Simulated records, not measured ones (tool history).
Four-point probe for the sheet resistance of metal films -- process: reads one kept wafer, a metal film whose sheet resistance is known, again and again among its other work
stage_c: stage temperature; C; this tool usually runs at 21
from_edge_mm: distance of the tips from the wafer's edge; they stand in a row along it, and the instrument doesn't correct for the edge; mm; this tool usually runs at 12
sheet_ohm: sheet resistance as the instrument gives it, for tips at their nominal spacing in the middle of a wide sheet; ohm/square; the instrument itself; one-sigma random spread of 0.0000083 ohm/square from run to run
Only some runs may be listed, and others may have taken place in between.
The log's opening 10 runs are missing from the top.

run,hour,stage_c,from_edge_mm,touches since the probe head was changed,hours of work since the stage's thermometer was calibrated,sheet_ohm
# hour 793.5: new probe head fitted
11,793.5,21,64,0,2417,0.041399
12,918.3,21,64,5886,2514,0.041381
13,1048.5,18,64,12023,2615,0.041458
14,1113.5,21,12,15089,2665,0.041601
15,1214.1,21,12,19834,2743,0.041587
16,1340.1,21,12,25770,2841,0.04158
17,1447.5,21,12,30836,2924,0.041588
# hour 1459.6: stage's thermometer calibrated
18,1554.6,21,12,35863,74,0.041496
19,1670.5,21,12,41328,164,0.041491
20,1767.8,21,12,45912,239,0.041493
21,1886.7,24,8,51518,331,0.041688
22,1961.1,28,4,55027,389,0.04314
23,2041.3,32,5,58811,451,0.042264
24,2135.9,30,13,63269,524,0.041152
25,2193.6,21,46,65992,569,0.041222
26,2308.4,21,46,71400,658,0.041227
27,2434.1,21,4,77330,756,0.043313
28,2554.3,21,4,82994,849,0.043315
29,2649.9,23,3,87502,923,0.044725
30,2781.8,25,10,93721,1025,0.041403
31,2881.9,25,10,98441,1103,0.041387
32,2996.3,25,10,103834,1191,0.041385

Forecast run 33:
33,3056.4,25,13,106667,1238,?

{"run 33": {"sheet_ohm": 0.04123}}
On a tool with no hidden condition, and with the same random variation, this run would have come out at sheet_ohm 0.041336 ohm/square.
